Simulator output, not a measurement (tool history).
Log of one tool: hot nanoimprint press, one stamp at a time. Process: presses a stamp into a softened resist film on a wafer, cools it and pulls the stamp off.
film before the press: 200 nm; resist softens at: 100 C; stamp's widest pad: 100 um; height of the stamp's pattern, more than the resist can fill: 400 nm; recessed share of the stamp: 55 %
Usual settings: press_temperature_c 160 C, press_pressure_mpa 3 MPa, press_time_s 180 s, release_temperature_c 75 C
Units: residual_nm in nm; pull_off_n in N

run	hour	press_temperature_c	press_pressure_mpa	press_time_s	release_temperature_c	residual_nm	pull_off_n
1	0	160	3	180	75	102.6	177
2	20.5	160	3	180	75	101.6	177
3	42.2	160	3	180	75	102.4	182
4	57.1	160	3.44	180	75	96.1	183
5	72	160	3	157	75	108.1	183
# hour 76.7: plate thermocouple calibrated
6	91	160	3	157	75	106.2	186
7	113.4	160	3	180	75	100.5	189
# hour 120.4: plate thermocouple calibrated, once more
8	133.9	160	3	180	75	102.6	194
9	147.6	172	3.83	150	80	57.4	176
10	163	172	2.31	238	71	60.9	215
11	179	171	3	93	79	81.1	185
# hour 193.5: stamp cleaned and given a new release coat
12	200.1	160	3	180	78	103	165
13	220.5	160	3.7	114	68	110.3	205
14	242.1	155	4.08	180	65	113.4	223
15	260.8	155	3.05	180	65	125.2	222
16	279.6	155	2.71	180	65	129.5	226

Hidden state or all else? Some run-to-run changes of residual_nm, split into what the settings, what came in and random variation would give without the hidden state, and what is left for the hidden state (with any gauge scatter that isn't in both results):
The hidden state here: true temperature over the reading, C; pressure that arrives at the usual setting, %; grip of the stamp's worn release coat, % over a new coat's; drift of the gauge itself on residual_nm, %; drift of the gauge itself on pull_off_n, %.
Run 7 -> 8: plate thermocouple calibrated, once more. residual_nm +2.1 nm: hidden state +2.1, all else +0.
Run 8 -> 9: press_temperature_c 160 -> 172, press_pressure_mpa 3 -> 3.83, press_time_s 180 -> 150, release_temperature_c 75 -> 80. residual_nm -45.2 nm: hidden state +0.2, all else -45.4.

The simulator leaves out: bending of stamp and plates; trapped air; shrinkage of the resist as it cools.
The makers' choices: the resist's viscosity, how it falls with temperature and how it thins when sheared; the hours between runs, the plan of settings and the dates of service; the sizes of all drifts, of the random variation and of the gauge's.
